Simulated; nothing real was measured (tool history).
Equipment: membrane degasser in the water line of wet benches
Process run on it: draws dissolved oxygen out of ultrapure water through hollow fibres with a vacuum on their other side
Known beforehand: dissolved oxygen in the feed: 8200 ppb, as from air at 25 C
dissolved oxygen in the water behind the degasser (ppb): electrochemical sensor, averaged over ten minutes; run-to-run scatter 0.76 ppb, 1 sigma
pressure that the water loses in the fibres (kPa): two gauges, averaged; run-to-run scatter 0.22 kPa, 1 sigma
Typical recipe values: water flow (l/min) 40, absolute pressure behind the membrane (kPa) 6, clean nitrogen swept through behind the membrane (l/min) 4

run	hour	water flow (l/min)	absolute pressure behind the membrane (kPa)	clean nitrogen swept through behind the membrane (l/min)	dissolved oxygen in the water behind the degasser (ppb)	pressure that the water loses in the fibres (kPa)
1	0	40	6	4	76.3	56.98
2	162	40	6	4	77.1	56.84
3	410.2	40	6	4	77.1	57.28
4	549.9	25	6	4	47	35.59
# hour 622.4: vacuum gauge calibrated
# hour 780: seals of the vacuum lines changed
5	832.3	25	6	4	47.5	35.86
6	994.3	25	6	4	47.7	36.28
7	1207.8	25	6	4	49.2	35.78
8	1340.6	25	6	4	49.8	36.05
9	1521.3	25	6	4	47.6	35.8
10	1701.2	25	6	4	49.6	36.17
# hour 1884.6: vacuum gauge calibrated, once more
11	1887.4	40	6	4	73.5	57.98
12	2060.3	40	14.52	4	270	57.85
13	2268.6	40	14.52	4	265.2	57.74
14	2471	40	14.52	4	269.3	58.19
15	2716.8	40	6	4	74.8	58.32
16	2946.6	40	12.53	2	407.6	58.63
17	3095.5	40	14.04	4	259.6	58.73
18	3325.5	40	14.04	4	255.3	58.33
19	3559.4	40	14.04	4	258.2	58.89
20	3716.1	38	6.55	4	83.7	55.6
21	3975.5	38	11.57	4	195.9	56.23
22	4106.7	48	4.77	7.34	40.6	71.13
23	4367.1	48	4.77	6.92	43	71.16
24	4611.9	30	6.01	4.44	51.6	44.2
25	4745.8	34	5.28	1.75	101.4	50.21
26	4922.2	37	6	5.62	53.4	55.01
27	5098.8	55	10.16	3.48	269.2	82.41
28	5215.6	48	3.91	3.48	43.9	71.74
29	5490.4	36	6	4	70.4	54.13

4 ways to go on from here, each from the tool as it stands after run 29. What would each give?
A	5743.3	44	4.48	1.65	?	?
B	5743.3	45	12.49	3.76	?	?
C	5743.3	57	5.53	11.56	?	?
D	5743.3	44	6	4	?	?

run	dissolved oxygen in the water behind the degasser (ppb)	pressure that the water loses in the fibres (kPa)
A	96.5	65.92
B	271.4	67.44
C	56.6	85.84
D	89.8	65.66
The same runs, with their run-to-run variation unchanged, on a tool lacking any hidden condition would have given:
run	dissolved oxygen in the water behind the degasser (ppb)	pressure that the water loses in the fibres (kPa)
A	77.7	58.55
B	258.1	59.9
C	40.6	76.23
D	77.4	58.3
